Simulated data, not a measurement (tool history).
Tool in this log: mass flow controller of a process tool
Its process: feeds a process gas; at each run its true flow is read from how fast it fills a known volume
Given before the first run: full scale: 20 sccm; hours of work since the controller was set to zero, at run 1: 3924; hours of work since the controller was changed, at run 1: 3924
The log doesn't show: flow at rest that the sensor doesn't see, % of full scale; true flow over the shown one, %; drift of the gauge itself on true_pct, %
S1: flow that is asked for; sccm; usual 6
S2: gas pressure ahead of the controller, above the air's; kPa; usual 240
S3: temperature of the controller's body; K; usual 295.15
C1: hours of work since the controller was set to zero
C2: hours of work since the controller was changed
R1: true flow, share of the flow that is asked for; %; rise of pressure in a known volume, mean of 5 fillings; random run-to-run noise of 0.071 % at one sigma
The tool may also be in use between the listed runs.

run,hour,S1,S2,S3,C1,C2,R1
1,0.0,6,240,295.15,3924,3924,99.65
2,280.3,6,240,295.15,4055,4055,99.42
3,596.6,6,240,295.15,4202,4202,99.52
4,934.0,6,240,295.15,4360,4360,99.46
5,1252.0,6,240,295.15,4508,4508,99.36
6,1575.0,6,240,295.15,4659,4659,99.42
# hour 1706.5: controller's zero set anew
7,1759.1,6,240,295.15,25,4745,99.31
8,2051.3,6,240,295.15,161,4881,99.39
9,2245.4,6,240,295.15,252,4972,99.30
10,2584.6,6,240,309.15,410,5130,98.23
11,3023.8,6,240,309.15,615,5335,98.15
12,3405.1,6,240,309.15,793,5513,97.98
13,3591.4,6,240,295.15,880,5600,99.14
14,3877.4,6,240,295.15,1013,5734,99.18
15,4203.1,6,240,295.15,1165,5886,99.10
16,4542.7,6,223,295.15,1324,6044,99.09
17,4760.8,6,195,295.15,1426,6146,98.88
18,5024.1,4,141,295.15,1549,6269,98.63
19,5329.2,8,240,298.15,1691,6411,98.78
20,5581.9,8,240,298.15,1809,6529,98.73
21,5939.1,8,229,294.15,1976,6696,99.06
22,6384.8,8,222,298.15,2184,6904,98.73
23,6753.2,8,222,298.15,2356,7076,98.65
24,7042.8,8,213,300.15,2491,7211,98.43
25,7225.3,6,151,295.15,2576,7296,98.49
26,7474.9,9,226,301.15,2693,7413,98.23
27,7845.2,18,249,310.15,2865,7586,98.08
28,8251.6,18,260,310.15,3055,7775,98.03
29,8620.2,6,150,295.15,3227,7947,98.38
30,8881.3,6,150,295.15,3349,8069,98.26
31,9255.4,6,175,308.15,3524,8244,97.25

What if the next run were any one of these 4? Each begins from the tool's condition after run 31:
A,9606.9,6,226,308.15,3688,8408,?
B,9606.9,5,264,303.15,3688,8408,?
C,9606.9,13,172,306.15,3688,8408,?
D,9606.9,6,175,307.15,3688,8408,?

run,R1
A,97.21
B,97.89
C,97.82
D,97.26
What these runs would have given with no unlogged condition in the tool:
run,R1
A,98.29
B,98.97
C,98.91
D,98.33

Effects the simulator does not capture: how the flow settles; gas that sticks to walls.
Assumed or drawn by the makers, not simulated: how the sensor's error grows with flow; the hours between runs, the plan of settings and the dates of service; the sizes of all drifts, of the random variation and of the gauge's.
